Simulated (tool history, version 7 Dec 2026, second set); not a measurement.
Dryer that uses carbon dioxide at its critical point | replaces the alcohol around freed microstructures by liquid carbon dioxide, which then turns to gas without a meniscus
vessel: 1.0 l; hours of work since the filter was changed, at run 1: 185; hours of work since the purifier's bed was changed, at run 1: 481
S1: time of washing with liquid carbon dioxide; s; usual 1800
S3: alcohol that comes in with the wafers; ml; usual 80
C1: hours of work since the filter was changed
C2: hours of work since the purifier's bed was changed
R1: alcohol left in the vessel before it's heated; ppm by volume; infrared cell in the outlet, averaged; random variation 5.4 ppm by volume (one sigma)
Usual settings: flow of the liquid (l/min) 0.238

Run 1, hour 0: usual settings; C1 185; C2 481. Result: R1 350 ppm by volume.
Run 2, hour 12.1: usual settings; C1 193; C2 488. Result: R1 360 ppm by volume.
Run 3, hour 27.5: usual settings; C1 203; C2 498. Result: R1 394 ppm by volume.
At hour 36.5: inlet filter changed.
Run 4, hour 48.9: usual settings; C1 8; C2 511. Result: R1 157 ppm by volume.
Run 5, hour 64.5: usual settings; C1 18; C2 521. Result: R1 168 ppm by volume.
Run 6, hour 85.5: usual settings; C1 32; C2 535. Result: R1 174 ppm by volume.
Run 7, hour 110.3: usual settings; C1 47; C2 551. Result: R1 192 ppm by volume.
Run 8, hour 123.7: usual settings; C1 56; C2 559. Result: R1 191 ppm by volume.
Run 9, hour 145.6: usual settings; C1 70; C2 573. Result: R1 218 ppm by volume.
Run 10, hour 170.5: usual settings; C1 86; C2 590. Result: R1 240 ppm by volume.
Run 11, hour 184.8: usual settings but S1 1920 s; C1 95; C2 599. Result: R1 167 ppm by volume.
Run 12, hour 201.8: usual settings; C1 106; C2 610. Result: R1 257 ppm by volume.
Run 13, hour 222.2: usual settings; C1 119; C2 623. Result: R1 264 ppm by volume.
Run 14, hour 234.6: usual settings but S3 97 ml; C1 127; C2 631. Result: R1 345 ppm by volume.
Run 15, hour 253.6: usual settings but S1 2460 s; C1 140; C2 643. Result: R1 53 ppm by volume.
Run 16, hour 264.8: usual settings; C1 147; C2 650. Result: R1 315 ppm by volume.
Run 17, hour 279.8: usual settings but S1 1200 s; C1 157; C2 660. Result: R1 1950 ppm by volume.
Run 18, hour 303.8: usual settings; C1 172; C2 675. Result: R1 340 ppm by volume.
Run 19, hour 315.4: usual settings; C1 179; C2 683. Result: R1 368 ppm by volume.
Run 20, hour 329.7: usual settings but S3 58 ml; C1 189; C2 692. Result: R1 281 ppm by volume.
Run 21, hour 348.5: usual settings but S3 58 ml; C1 201; C2 704. Result: R1 289 ppm by volume.
At hour 361.5: inlet filter changed.
Run 22, hour 374: usual settings but S1 1920 s, S3 58 ml; C1 8; C2 720. Result: R1 92 ppm by volume.
Run 23, hour 394.3: usual settings but S1 1920 s, S3 58 ml; C1 21; C2 733. Result: R1 94 ppm by volume.
Run 24, hour 405: usual settings but S1 1260 s, flow of the liquid (l/min) 0.204, S3 27 ml; C1 28; C2 740. Result: R1 674 ppm by volume.
Run 25, hour 417.9: usual settings but S1 2160 s, flow of the liquid (l/min) 0.232; C1 36; C2 748. Result: R1 84 ppm by volume.
Run 26, hour 433.6: usual settings but S3 90 ml; C1 46; C2 758. Result: R1 228 ppm by volume.
Run 27, hour 444.9: usual settings but flow of the liquid (l/min) 0.265; C1 54; C2 765. Result: R1 114 ppm by volume.
Run 28, hour 461.5: usual settings but flow of the liquid (l/min) 0.265; C1 64; C2 776. Result: R1 118 ppm by volume.
Run 29, hour 485.3: usual settings but S1 1140 s, flow of the liquid (l/min) 0.265, S3 34 ml; C1 80; C2 791. Result: R1 535 ppm by volume.
Run 30, hour 506.3: usual settings but S1 1440 s, flow of the liquid (l/min) 0.265, S3 88 ml; C1 93; C2 805. Result: R1 483 ppm by volume.
Run 31, hour 527.8: usual settings but S1 1920 s, S3 99 ml; C1 107; C2 819. Result: R1 220 ppm by volume.
Run 32, hour 542.7: usual settings but S1 2100 s, flow of the liquid (l/min) 0.366, S3 89 ml; C1 117; C2 828. Result: R1 18 ppm by volume.
Run 33, hour 561.5: usual settings but flow of the liquid (l/min) 0.317; C1 129; C2 840. Result: R1 61 ppm by volume.
Run 34, hour 587.6: usual settings but S1 1860 s, flow of the liquid (l/min) 0.258, S3 42 ml; C1 145; C2 857. Result: R1 108 ppm by volume.
Run 35, hour 599.3: usual settings but S1 1200 s, flow of the liquid (l/min) 0.154, S3 42 ml; C1 153; C2 865. Result: R1 3885 ppm by volume.
Run 36, hour 610.8: usual settings but flow of the liquid (l/min) 0.169, S3 31 ml; C1 160; C2 872. Result: R1 657 ppm by volume.
Run 37, hour 628.8: usual settings but S1 2040 s, flow of the liquid (l/min) 0.31, S3 33 ml; C1 172; C2 884. Result: R1 39 ppm by volume.
Run 38, hour 652.7: usual settings but S1 2460 s, flow of the liquid (l/min) 0.31, S3 33 ml; C1 187; C2 899. Result: R1 31 ppm by volume.
Run 39, hour 679.4: usual settings but S1 1620 s, flow of the liquid (l/min) 0.156, S3 32 ml; C1 205; C2 916. Result: R1 1502 ppm by volume.
At hour 686.8: inlet filter changed.
Run 40, hour 706.7: usual settings but S1 2340 s, flow of the liquid (l/min) 0.394; C1 13; C2 933. Result: R1 34 ppm by volume.
Run 41, hour 730.5: usual settings but S1 1320 s, flow of the liquid (l/min) 0.188, S3 22 ml; C1 28; C2 949. Result: R1 650 ppm by volume.

Forecast each of these 5 alternatives for the next run:
Run A, hour 745.3: usual settings but S1 1140 s, flow of the liquid (l/min) 0.268, S3 76 ml; C1 38; C2 958. Result: R1 ?.
Run B, hour 745.3: usual settings but S1 1200 s, flow of the liquid (l/min) 0.365, S3 44 ml; C1 38; C2 958. Result: R1 ?.
Run C, hour 745.3: usual settings but S1 1200 s, flow of the liquid (l/min) 0.21, S3 22 ml; C1 38; C2 958. Result: R1 ?.
Run D, hour 745.3: usual settings but flow of the liquid (l/min) 0.161, S3 37 ml; C1 38; C2 958. Result: R1 ?.
Run E, hour 745.3: usual settings but flow of the liquid (l/min) 0.149, S3 50 ml; C1 38; C2 958. Result: R1 ?.

run    R1
  A   931
  B    98
  C   634
  D   652
  E  1120
Without the tool's hidden state the same runs would have given:
run   R1
  A  783
  B   60
  C  541
  D  547
  E  965
